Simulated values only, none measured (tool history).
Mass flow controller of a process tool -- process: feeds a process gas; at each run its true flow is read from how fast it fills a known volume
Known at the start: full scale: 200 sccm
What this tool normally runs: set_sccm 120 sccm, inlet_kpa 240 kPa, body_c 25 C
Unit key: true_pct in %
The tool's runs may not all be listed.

run,hour,set_sccm,inlet_kpa,body_c,true_pct
1,0.0,120,240,25,99.73
2,66.2,120,240,25,99.74
3,137.1,41,240,25,99.28
4,241.4,41,240,25,99.47
5,358.2,120,240,27,100.17
6,476.8,120,240,27,100.18
7,528.2,120,240,33,100.83
8,626.7,120,242,25,100.28
9,687.4,80,240,25,99.98
10,780.4,80,240,25,100.06
11,849.3,80,240,25,100.23
12,940.1,80,240,25,100.06
13,988.9,120,240,22,100.26
14,1057.6,120,240,22,100.10
15,1130.1,120,240,22,100.28
16,1208.4,120,240,22,100.30
17,1314.9,120,182,25,100.47
18,1408.2,120,182,25,100.50
19,1500.1,120,182,25,100.54
# hour 1568.3: gauge calibrated
20,1598.6,120,182,25,99.58
21,1701.7,120,182,25,99.65
22,1755.6,120,182,25,99.60
23,1868.5,120,182,25,99.69
24,1921.4,134,269,27,100.40
25,2000.3,134,269,27,100.38
26,2064.9,107,167,34,100.55
27,2179.8,107,167,34,100.46
28,2257.2,33,240,24,99.61
29,2322.7,120,195,21,99.69
30,2423.3,120,191,25,100.12
31,2481.4,65,240,25,99.99
32,2554.9,63,261,21,99.71
33,2620.5,63,261,35,100.98
34,2690.2,63,261,35,101.03
35,2760.0,84,199,37,101.28
36,2810.7,77,252,38,101.54
37,2895.5,120,245,33,101.43
38,2960.4,21,226,24,100.05
39,3071.5,171,226,36,101.87
40,3127.4,171,226,36,102.04
41,3217.2,197,208,34,102.03
42,3306.8,56,147,25,100.25
43,3373.5,56,152,28,100.50
44,3466.8,31,178,25,100.17

5 options for the next run, each taken on its own from the tool as it stands now. Forecast them:
A,3537.8,168,178,25,?
B,3537.8,73,255,21,?
C,3537.8,31,178,23,?
D,3537.8,31,178,35,?
E,3537.8,28,172,22,?

run,true_pct
A,100.97
B,100.54
C,100.25
D,101.13
E,100.01
Without the tool's unlogged condition, the same runs would have read:
run,true_pct
A,99.61
B,99.19
C,98.91
D,99.78
E,98.68

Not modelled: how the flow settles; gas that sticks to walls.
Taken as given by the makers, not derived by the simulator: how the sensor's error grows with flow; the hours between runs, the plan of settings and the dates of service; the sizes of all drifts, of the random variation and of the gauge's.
